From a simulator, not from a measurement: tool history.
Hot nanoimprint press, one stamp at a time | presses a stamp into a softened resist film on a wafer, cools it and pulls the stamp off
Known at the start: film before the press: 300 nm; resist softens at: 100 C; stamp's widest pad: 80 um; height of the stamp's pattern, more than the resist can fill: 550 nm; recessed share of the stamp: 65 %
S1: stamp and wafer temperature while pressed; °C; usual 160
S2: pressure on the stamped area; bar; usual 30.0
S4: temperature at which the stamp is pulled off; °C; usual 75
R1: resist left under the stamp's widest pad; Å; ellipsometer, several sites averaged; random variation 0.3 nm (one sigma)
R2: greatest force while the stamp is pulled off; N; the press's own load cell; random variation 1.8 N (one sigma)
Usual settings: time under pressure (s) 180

{"run": 1, "day": 0.0, "S1": 160, "S2": 30.0, "time under pressure (s)": 180, "S4": 75, "R1": 1053, "R2": 122}
{"run": 2, "day": 0.296, "S1": 160, "S2": 30.0, "time under pressure (s)": 180, "S4": 75, "R1": 1049, "R2": 128}
{"run": 3, "day": 0.529, "S1": 160, "S2": 30.0, "time under pressure (s)": 180, "S4": 75, "R1": 1052, "R2": 124}
{"run": 4, "day": 0.929, "S1": 160, "S2": 30.0, "time under pressure (s)": 180, "S4": 75, "R1": 1047, "R2": 122}
{"run": 5, "day": 1.112, "S1": 160, "S2": 30.0, "time under pressure (s)": 180, "S4": 75, "R1": 1052, "R2": 126}
{"run": 6, "day": 1.408, "S1": 160, "S2": 30.0, "time under pressure (s)": 180, "S4": 75, "R1": 1048, "R2": 125}
{"run": 7, "day": 1.625, "S1": 168, "S2": 30.0, "time under pressure (s)": 180, "S4": 75, "R1": 775, "R2": 124}
{"run": 8, "day": 2.004, "S1": 148, "S2": 30.0, "time under pressure (s)": 180, "S4": 75, "R1": 1674, "R2": 127}
{"run": 9, "day": 2.346, "S1": 160, "S2": 30.0, "time under pressure (s)": 180, "S4": 75, "R1": 1036, "R2": 127}
{"day": 2.575, "done": "plate thermocouple calibrated"}
{"run": 10, "day": 2.829, "S1": 160, "S2": 30.0, "time under pressure (s)": 180, "S4": 75, "R1": 1040, "R2": 125}
{"run": 11, "day": 3.162, "S1": 160, "S2": 30.0, "time under pressure (s)": 180, "S4": 75, "R1": 1037, "R2": 125}
{"run": 12, "day": 3.392, "S1": 168, "S2": 30.0, "time under pressure (s)": 180, "S4": 75, "R1": 769, "R2": 123}
{"run": 13, "day": 3.783, "S1": 160, "S2": 31.1, "time under pressure (s)": 180, "S4": 75, "R1": 1012, "R2": 124}
{"run": 14, "day": 4.054, "S1": 167, "S2": 31.1, "time under pressure (s)": 180, "S4": 75, "R1": 780, "R2": 125}
{"run": 15, "day": 4.3, "S1": 160, "S2": 30.0, "time under pressure (s)": 180, "S4": 65, "R1": 1030, "R2": 155}
{"run": 16, "day": 4.671, "S1": 160, "S2": 30.0, "time under pressure (s)": 180, "S4": 65, "R1": 1026, "R2": 158}
{"run": 17, "day": 4.85, "S1": 160, "S2": 38.7, "time under pressure (s)": 180, "S4": 75, "R1": 892, "R2": 126}
{"run": 18, "day": 5.117, "S1": 160, "S2": 30.0, "time under pressure (s)": 157, "S4": 76, "R1": 1086, "R2": 121}
{"day": 5.246, "done": "gauge calibrated"}
{"run": 19, "day": 5.325, "S1": 160, "S2": 30.0, "time under pressure (s)": 157, "S4": 76, "R1": 1112, "R2": 120}
{"run": 20, "day": 5.65, "S1": 151, "S2": 30.0, "time under pressure (s)": 157, "S4": 76, "R1": 1573, "R2": 122}
{"run": 21, "day": 6.038, "S1": 170, "S2": 30.0, "time under pressure (s)": 150, "S4": 75, "R1": 779, "R2": 125}
{"run": 22, "day": 6.442, "S1": 160, "S2": 23.8, "time under pressure (s)": 112, "S4": 63, "R1": 1407, "R2": 161}
{"run": 23, "day": 6.829, "S1": 151, "S2": 35.5, "time under pressure (s)": 180, "S4": 70, "R1": 1373, "R2": 139}
{"run": 24, "day": 7.238, "S1": 160, "S2": 33.1, "time under pressure (s)": 158, "S4": 69, "R1": 1039, "R2": 143}
{"run": 25, "day": 7.592, "S1": 169, "S2": 19.2, "time under pressure (s)": 158, "S4": 69, "R1": 1014, "R2": 145}
{"run": 26, "day": 7.912, "S1": 155, "S2": 30.0, "time under pressure (s)": 91, "S4": 67, "R1": 1597, "R2": 149}
{"run": 27, "day": 8.1, "S1": 155, "S2": 25.2, "time under pressure (s)": 91, "S4": 72, "R1": 1721, "R2": 135}
{"run": 28, "day": 8.5, "S1": 165, "S2": 30.0, "time under pressure (s)": 180, "S4": 64, "R1": 862, "R2": 160}
{"run": 29, "day": 8.846, "S1": 165, "S2": 30.0, "time under pressure (s)": 180, "S4": 64, "R1": 857, "R2": 161}
{"run": 30, "day": 9.238, "S1": 161, "S2": 25.0, "time under pressure (s)": 180, "S4": 75, "R1": 1097, "R2": 126}
{"run": 31, "day": 9.492, "S1": 171, "S2": 22.8, "time under pressure (s)": 164, "S4": 75, "R1": 840, "R2": 125}

3 ways to go on from here, each from the tool as it stands after run 31. What would each give?
{"run": "A", "day": 9.725, "S1": 171, "S2": 23.6, "time under pressure (s)": 272, "S4": 75, "R1": "?", "R2": "?"}
{"run": "B", "day": 9.725, "S1": 157, "S2": 30.0, "time under pressure (s)": 142, "S4": 75, "R1": "?", "R2": "?"}
{"run": "C", "day": 9.725, "S1": 161, "S2": 39.1, "time under pressure (s)": 180, "S4": 80, "R1": "?", "R2": "?"}

run=A R1=674 R2=125
run=B R1=1260 R2=125
run=C R1=856 R2=109
Without the tool's hidden state the same runs would have given:
run=A R1=691 R2=124
run=B R1=1291 R2=125
run=C R1=877 R2=109

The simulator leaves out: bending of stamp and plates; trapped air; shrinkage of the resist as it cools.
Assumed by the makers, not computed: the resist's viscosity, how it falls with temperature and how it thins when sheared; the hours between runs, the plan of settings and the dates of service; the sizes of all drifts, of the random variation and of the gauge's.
